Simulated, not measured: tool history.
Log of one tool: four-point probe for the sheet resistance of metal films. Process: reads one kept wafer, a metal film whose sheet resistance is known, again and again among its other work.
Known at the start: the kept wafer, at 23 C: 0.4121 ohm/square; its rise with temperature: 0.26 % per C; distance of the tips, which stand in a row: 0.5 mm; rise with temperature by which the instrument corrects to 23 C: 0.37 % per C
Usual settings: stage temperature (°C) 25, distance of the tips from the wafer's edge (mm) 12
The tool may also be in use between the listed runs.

run   hour  stage temperature (°C)  distance of the tips from the wafer's edge (mm)  sheet resistance as the instrument gives it (ohm/square)
  1      0                      25                                               12                                                  0.414317
  2   13.8                      25                                               12                                                  0.414376
  3   25.2                      25                                               12                                                  0.414441
  4   37.1                      33                                               12                                                  0.411104
  5   44.4                      33                                               12                                                  0.411036
  6   54.8                      21                                               12                                                  0.416268
  7   64.7                      25                                               12                                                  0.414337
      66.5  -- stage's thermometer calibrated
  8   73.6                      25                                               12                                                  0.414503
  9   83.4                      25                                               12                                                  0.414531
 10   98.4                      25                                               12                                                  0.414461
 11  107.7                      25                                               12                                                  0.414492
 12  119.5                      25                                               12                                                  0.414452
     123.5  -- stage's thermometer calibrated, once more
 13  128.9                      19                                               21                                                  0.416889
 14  141.1                      19                                               21                                                  0.416847
 15  151.7                      31                                               12                                                  0.411717
 16  164.6                      20                                               30                                                  0.416371
 17  180.3                      20                                               30                                                  0.416348
 18  190.1                      27                                                6                                                  0.414957
 19  197.6                      32                                                4                                                  0.414602
 20  214.2                      34                                               55                                                   0.41064
 21  226.9                      25                                               10                                                  0.414762
 22  236.4                      19                                               11                                                   0.41734
 23    253                      19                                               11                                                  0.417336

4 ways to go on from here, each from the tool as it stands after run 23. What would each give?
  A  262.1                      25                                               72                                                         ?
  B  262.1                      19                                                4                                                         ?
  C  262.1                      31                                               35                                                         ?
  D  262.1                      34                                               12                                                         ?

run  sheet resistance as the instrument gives it (ohm/square)
  A                                                  0.414264
  B                                                  0.420553
  C                                                  0.411795
  D                                                  0.410956
Without the tool's hidden state the same runs would have given:
run  sheet resistance as the instrument gives it (ohm/square)
  A                                                  0.411238
  B                                                  0.417481
  C                                                  0.408789
  D                                                  0.407957
